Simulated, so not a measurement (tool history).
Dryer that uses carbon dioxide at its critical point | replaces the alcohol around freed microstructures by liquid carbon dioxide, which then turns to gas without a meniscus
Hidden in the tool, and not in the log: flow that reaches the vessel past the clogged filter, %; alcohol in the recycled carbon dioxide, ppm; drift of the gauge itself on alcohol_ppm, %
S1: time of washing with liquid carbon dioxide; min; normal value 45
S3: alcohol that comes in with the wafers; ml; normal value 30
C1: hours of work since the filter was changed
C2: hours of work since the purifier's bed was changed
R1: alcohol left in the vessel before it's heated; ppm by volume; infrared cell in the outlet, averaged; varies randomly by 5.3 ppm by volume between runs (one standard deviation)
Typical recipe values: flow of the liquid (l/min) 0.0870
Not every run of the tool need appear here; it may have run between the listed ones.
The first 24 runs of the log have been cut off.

Run 25, hour 557.2: usual settings but S1 43 min, flow of the liquid (l/min) 0.0553, S3 39 ml; C1 112; C2 390. Result: R1 1966 ppm by volume.
Run 26, hour 589.6: usual settings but S1 43 min, flow of the liquid (l/min) 0.0553, S3 39 ml; C1 129; C2 407. Result: R1 1847 ppm by volume.
Run 27, hour 606.8: usual settings but S1 43 min, flow of the liquid (l/min) 0.0553, S3 39 ml; C1 137; C2 416. Result: R1 1953 ppm by volume.
Run 28, hour 631.8: usual settings but S1 42 min, flow of the liquid (l/min) 0.0949; C1 150; C2 428. Result: R1 145 ppm by volume.
Run 29, hour 646.2: usual settings but S1 62 min, flow of the liquid (l/min) 0.1150, S3 32 ml; C1 157; C2 436. Result: R1 51 ppm by volume.
Run 30, hour 672.2: usual settings but S1 43 min, flow of the liquid (l/min) 0.1246, S3 21 ml; C1 171; C2 449. Result: R1 52 ppm by volume.
Run 31, hour 695.1: usual settings but S1 65 min, S3 55 ml; C1 182; C2 461. Result: R1 69 ppm by volume.
Run 32, hour 718.2: usual settings but S1 42 min, S3 61 ml; C1 194; C2 472. Result: R1 467 ppm by volume.
Run 33, hour 732.0: usual settings but S1 42 min, S3 61 ml; C1 201; C2 480. Result: R1 467 ppm by volume.
Run 34, hour 758.6: usual settings but S1 42 min, S3 61 ml; C1 215; C2 493. Result: R1 477 ppm by volume.
Run 35, hour 775.7: usual settings but flow of the liquid (l/min) 0.1154; C1 223; C2 502. Result: R1 61 ppm by volume.
Run 36, hour 799.7: usual settings but flow of the liquid (l/min) 0.1154; C1 236; C2 514. Result: R1 59 ppm by volume.
Run 37, hour 818.3: usual settings but S1 54 min, flow of the liquid (l/min) 0.0671, S3 107 ml; C1 245; C2 523. Result: R1 854 ppm by volume.
Run 38, hour 836.4: usual settings but S1 54 min, flow of the liquid (l/min) 0.0623, S3 20 ml; C1 254; C2 533. Result: R1 266 ppm by volume.
Run 39, hour 857.2: usual settings but S1 54 min, flow of the liquid (l/min) 0.0623, S3 20 ml; C1 265; C2 543. Result: R1 264 ppm by volume.
Run 40, hour 879.1: usual settings but S1 66 min, flow of the liquid (l/min) 0.0919; C1 276; C2 554. Result: R1 60 ppm by volume.
Run 41, hour 903.6: usual settings but S1 66 min, flow of the liquid (l/min) 0.0919; C1 289; C2 567. Result: R1 60 ppm by volume.
Run 42, hour 933.8: usual settings but S3 33 ml; C1 304; C2 582. Result: R1 215 ppm by volume.
Run 43, hour 963.7: usual settings but flow of the liquid (l/min) 0.0636, S3 61 ml; C1 319; C2 598. Result: R1 1610 ppm by volume.
Run 44, hour 989.9: usual settings but S1 51 min, flow of the liquid (l/min) 0.0636, S3 61 ml; C1 333; C2 611. Result: R1 905 ppm by volume.
Run 45, hour 1008.4: usual settings but S1 69 min, flow of the liquid (l/min) 0.0525, S3 118 ml; C1 342; C2 620. Result: R1 969 ppm by volume.
Run 46, hour 1023.4: usual settings but S1 69 min, flow of the liquid (l/min) 0.0525, S3 118 ml; C1 350; C2 628. Result: R1 987 ppm by volume.

4 options for the next run, each taken on its own from the tool as it stands now. Forecast them:
Run A, hour 1051.7: usual settings but S1 52 min, flow of the liquid (l/min) 0.1176, S3 22 ml; C1 364; C2 642. Result: R1 ?.
Run B, hour 1051.7: usual settings but S1 44 min, flow of the liquid (l/min) 0.0612, S3 45 ml; C1 364; C2 642. Result: R1 ?.
Run C, hour 1051.7: usual settings but S1 33 min, S3 31 ml; C1 364; C2 642. Result: R1 ?.
Run D, hour 1051.7: usual settings but S1 28 min, flow of the liquid (l/min) 0.0634, S3 118 ml; C1 364; C2 642. Result: R1 ?.

run     R1
  A     69
  B   1525
  C    834
  D  15585
Without the tool's unlogged condition, the same runs would have read:
run     R1
  A     14
  B   1235
  C    647
  D  13816
